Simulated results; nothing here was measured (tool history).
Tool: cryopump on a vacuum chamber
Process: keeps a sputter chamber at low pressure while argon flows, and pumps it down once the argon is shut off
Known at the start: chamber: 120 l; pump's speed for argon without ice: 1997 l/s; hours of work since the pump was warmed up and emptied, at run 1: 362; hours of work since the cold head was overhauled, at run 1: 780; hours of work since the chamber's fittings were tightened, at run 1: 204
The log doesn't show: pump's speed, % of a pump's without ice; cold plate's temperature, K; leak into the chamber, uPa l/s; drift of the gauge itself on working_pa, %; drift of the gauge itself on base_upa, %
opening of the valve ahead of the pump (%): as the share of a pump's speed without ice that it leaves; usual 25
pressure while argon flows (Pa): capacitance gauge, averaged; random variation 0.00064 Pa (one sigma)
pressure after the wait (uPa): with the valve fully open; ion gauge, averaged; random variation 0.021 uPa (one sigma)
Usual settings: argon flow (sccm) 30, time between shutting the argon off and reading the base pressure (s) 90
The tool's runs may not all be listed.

run,hour,argon flow (sccm),time between shutting the argon off and reading the base pressure (s),opening of the valve ahead of the pump (%),hours of work since the pump was warmed up and emptied,hours of work since the cold head was overhauled,hours of work since the chamber's fittings were tightened,pressure while argon flows (Pa),pressure after the wait (uPa)
1,0,30,90,25,362,780,204,0.1113,0.67
# hour 69.1: pump warmed up, emptied and cooled again
2,72.8,30,90,25,2,826,249,0.1011,0.59
3,150.7,30,20,25,55,878,302,0.1023,1.66
4,198.2,30,90,25,87,910,333,0.1036,0.58
5,235.5,30,90,25,112,935,358,0.1038,0.66
6,277.9,12,90,25,140,963,387,0.0427,0.68
7,353.2,12,90,25,191,1014,437,0.0427,0.75
8,412.8,45,90,25,231,1054,478,0.1599,0.75
9,494.1,30,90,25,285,1108,532,0.1088,0.82
10,549.2,30,90,25,322,1145,569,0.1092,0.87
11,631.6,30,90,25,378,1201,624,0.1116,0.9
# hour 678.9: pump warmed up, emptied and cooled again
12,684.9,30,90,23,4,1233,657,0.1101,0.74
13,761.9,30,90,32,56,1285,709,0.0796,0.79
14,795.9,44,90,28,79,1308,731,0.1364,0.85
15,872.7,42,64,40,130,1359,783,0.0921,1.01
16,915.7,15,90,25,159,1388,812,0.0526,0.94
17,996.1,30,90,15,213,1442,866,0.1734,0.96
18,1040.9,31,90,15,243,1472,896,0.1814,1.03
19,1119.5,17,117,25,296,1525,949,0.0625,1.02
20,1175.1,17,117,25,333,1562,986,0.0616,1.04

4 ways to go on from here, each from the tool as it stands after run 20. What would each give?
A,1223.5,42,84,25,366,1595,1018,?,?
B,1223.5,26,90,25,366,1595,1018,?,?
C,1223.5,53,139,29,366,1595,1018,?,?
D,1223.5,13,29,25,366,1595,1018,?,?

run,pressure while argon flows (Pa),pressure after the wait (uPa)
A,0.1552,1.2
B,0.0962,1.17
C,0.1696,1.09
D,0.0475,1.78
Without the tool's hidden state the same runs would have given:
run,pressure while argon flows (Pa),pressure after the wait (uPa)
A,0.1427,0.45
B,0.0884,0.43
C,0.1539,0.35
D,0.0437,1.03
